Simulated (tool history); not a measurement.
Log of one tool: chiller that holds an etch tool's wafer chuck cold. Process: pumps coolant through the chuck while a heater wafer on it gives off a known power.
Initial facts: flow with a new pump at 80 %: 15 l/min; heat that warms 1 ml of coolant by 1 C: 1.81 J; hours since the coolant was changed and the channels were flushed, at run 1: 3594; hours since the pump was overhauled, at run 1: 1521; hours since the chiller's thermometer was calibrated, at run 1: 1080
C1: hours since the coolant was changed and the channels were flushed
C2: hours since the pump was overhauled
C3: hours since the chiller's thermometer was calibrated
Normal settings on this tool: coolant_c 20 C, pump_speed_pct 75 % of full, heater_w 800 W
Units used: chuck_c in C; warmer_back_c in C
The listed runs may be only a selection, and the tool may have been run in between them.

Run 1, hour 0.0: usual settings; C1 3594; C2 1521; C3 1080. Result: chuck_c 25.4 C, warmer_back_c 1.92 C.
Run 2, hour 65.9: usual settings; C1 3659; C2 1587; C3 1145. Result: chuck_c 25.4 C, warmer_back_c 1.91 C.
Run 3, hour 101.7: usual settings; C1 3695; C2 1622; C3 1181. Result: chuck_c 25.4 C, warmer_back_c 1.89 C.
Run 4, hour 154.6: usual settings; C1 3748; C2 1675; C3 1234. Result: chuck_c 25.3 C, warmer_back_c 1.91 C.
Run 5, hour 194.3: usual settings; C1 3788; C2 1715; C3 1274. Result: chuck_c 25.4 C, warmer_back_c 1.91 C.
Run 6, hour 238.3: usual settings; C1 3832; C2 1759; C3 1318. Result: chuck_c 25.5 C, warmer_back_c 1.89 C.
Run 7, hour 272.2: usual settings; C1 3866; C2 1793; C3 1352. Result: chuck_c 25.6 C, warmer_back_c 1.90 C.
Run 8, hour 331.7: usual settings but pump_speed_pct 96 % of full; C1 3925; C2 1852; C3 1411. Result: chuck_c 24.4 C, warmer_back_c 1.48 C.
Run 9, hour 390.9: usual settings but pump_speed_pct 96 % of full; C1 3984; C2 1912; C3 1471. Result: chuck_c 24.3 C, warmer_back_c 1.44 C.
Run 10, hour 459.5: usual settings but pump_speed_pct 96 % of full; C1 4053; C2 1980; C3 1539. Result: chuck_c 24.6 C, warmer_back_c 1.44 C.
Run 11, hour 494.1: usual settings but coolant_c 28 C, pump_speed_pct 96 % of full; C1 4088; C2 2015; C3 1574. Result: chuck_c 32.4 C, warmer_back_c 1.47 C.
At hour 499.4: chiller's thermometer calibrated.
Run 12, hour 556.8: usual settings but coolant_c 12 C, pump_speed_pct 73 % of full, heater_w 856 W; C1 4149; C2 2077; C3 57. Result: chuck_c 17.8 C, warmer_back_c 2.13 C.
Run 13, hour 614.6: usual settings but coolant_c 12 C, pump_speed_pct 73 % of full, heater_w 856 W; C1 4207; C2 2134; C3 115. Result: chuck_c 17.8 C, warmer_back_c 2.10 C.
Run 14, hour 648.4: usual settings but coolant_c 12 C, pump_speed_pct 73 % of full, heater_w 856 W; C1 4241; C2 2168; C3 149. Result: chuck_c 17.8 C, warmer_back_c 2.10 C.
Run 15, hour 695.9: usual settings but coolant_c 12 C, pump_speed_pct 73 % of full, heater_w 856 W; C1 4288; C2 2216; C3 197. Result: chuck_c 17.8 C, warmer_back_c 2.10 C.
Run 16, hour 743.2: usual settings but pump_speed_pct 97 % of full, heater_w 447 W; C1 4336; C2 2263; C3 244. Result: chuck_c 22.2 C, warmer_back_c 0.81 C.
Run 17, hour 813.5: usual settings but pump_speed_pct 97 % of full, heater_w 626 W; C1 4406; C2 2333; C3 314. Result: chuck_c 23.2 C, warmer_back_c 1.14 C.
Run 18, hour 842.6: usual settings but pump_speed_pct 97 % of full, heater_w 626 W; C1 4435; C2 2362; C3 343. Result: chuck_c 23.2 C, warmer_back_c 1.15 C.
Run 19, hour 875.7: usual settings but pump_speed_pct 97 % of full, heater_w 626 W; C1 4468; C2 2395; C3 376. Result: chuck_c 23.3 C, warmer_back_c 1.15 C.
At hour 881.6: chiller's thermometer calibrated, once more.
Run 20, hour 910.0: usual settings but pump_speed_pct 81 % of full, heater_w 980 W; C1 4502; C2 2429; C3 28. Result: chuck_c 26.3 C, warmer_back_c 2.13 C.
Run 21, hour 958.1: usual settings but coolant_c 19 C, pump_speed_pct 97 % of full, heater_w 904 W; C1 4550; C2 2477; C3 77. Result: chuck_c 24.3 C, warmer_back_c 1.62 C.

Branching from run 21: 3 alternative next runs. What would each branch give?
Run A, hour 1027.5: usual settings but coolant_c 18 C, pump_speed_pct 67 % of full; C1 4619; C2 2546; C3 146. Result: chuck_c ?, warmer_back_c ?.
Run B, hour 1027.5: usual settings but pump_speed_pct 69 % of full; C1 4619; C2 2546; C3 146. Result: chuck_c ?, warmer_back_c ?.
Run C, hour 1027.5: usual settings but coolant_c 19 C, pump_speed_pct 76 % of full, heater_w 649 W; C1 4619; C2 2546; C3 146. Result: chuck_c ?, warmer_back_c ?.

run  chuck_c  warmer_back_c
  A     24.1           2.15
  B     25.9           2.08
  C     23.4           1.53
With the hidden condition removed and each run's random variation left untouched, the same runs would have given:
run  chuck_c  warmer_back_c
  A     23.7           2.12
  B     25.5           2.06
  C     23.1           1.51
